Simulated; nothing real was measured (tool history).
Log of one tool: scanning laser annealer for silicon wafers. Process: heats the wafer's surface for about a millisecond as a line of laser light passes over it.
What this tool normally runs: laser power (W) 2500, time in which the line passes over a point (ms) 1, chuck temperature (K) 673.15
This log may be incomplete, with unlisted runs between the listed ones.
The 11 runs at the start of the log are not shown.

run	day	laser power (W)	time in which the line passes over a point (ms)	chuck temperature (K)	hours of work since the window was cleaned	hours of work since the power meter was calibrated	hours of work since the optics were aligned	highest temperature of the surface (K)
12	7.2	2500	1	673.15	22	302	631	1453.15
13	7.908	2500	1	692.15	33	313	642	1472.15
14	8.388	2431	1	673.15	40	320	649	1423.15
15	9.021	2151	1	673.15	50	330	659	1306.15
16	9.838	2151	1	673.15	62	342	671	1306.15
17	10.625	2377	1	673.15	74	354	683	1393.15
18	11.462	2377	1	673.15	86	367	696	1398.15
19	12.204	2729	1.14	673.15	98	378	707	1607.15
20	12.821	2464	0.78	711.15	107	387	716	1367.15
21	13.521	2444	0.96	712.15	118	398	727	1442.15
22	14.079	2401	1	665.15	126	406	735	1394.15
23	14.633	2533	0.71	673.15	134	414	744	1320.15
24	15.396	2533	0.71	673.15	146	426	755	1315.15
25	15.808	2409	1	645.15	152	432	761	1375.15
26	16.546	2451	1	696.15	163	443	772	1439.15
27	16.954	2575	1.18	641.15	169	449	779	1516.15
28	17.588	2575	1.18	649.15	179	459	788	1524.15
29	18.533	2555	0.96	664.15	193	473	803	1430.15
30	18.971	2500	1	680.15	200	480	809	1441.15

What if the next run were any one of these 4? Each begins from the tool's condition after run 30:
A	19.6	2534	1	693.15	209	489	819	?
B	19.6	2708	1.06	680.15	209	489	819	?
C	19.6	2184	1	673.15	209	489	819	?
D	19.6	2293	1	643.15	209	489	819	?

run	highest temperature of the surface (K)
A	1467.15
B	1555.15
C	1306.15
D	1320.15
What these runs would have given with no unlogged condition in the tool:
run	highest temperature of the surface (K)
A	1514.15
B	1609.15
C	1345.15
D	1362.15
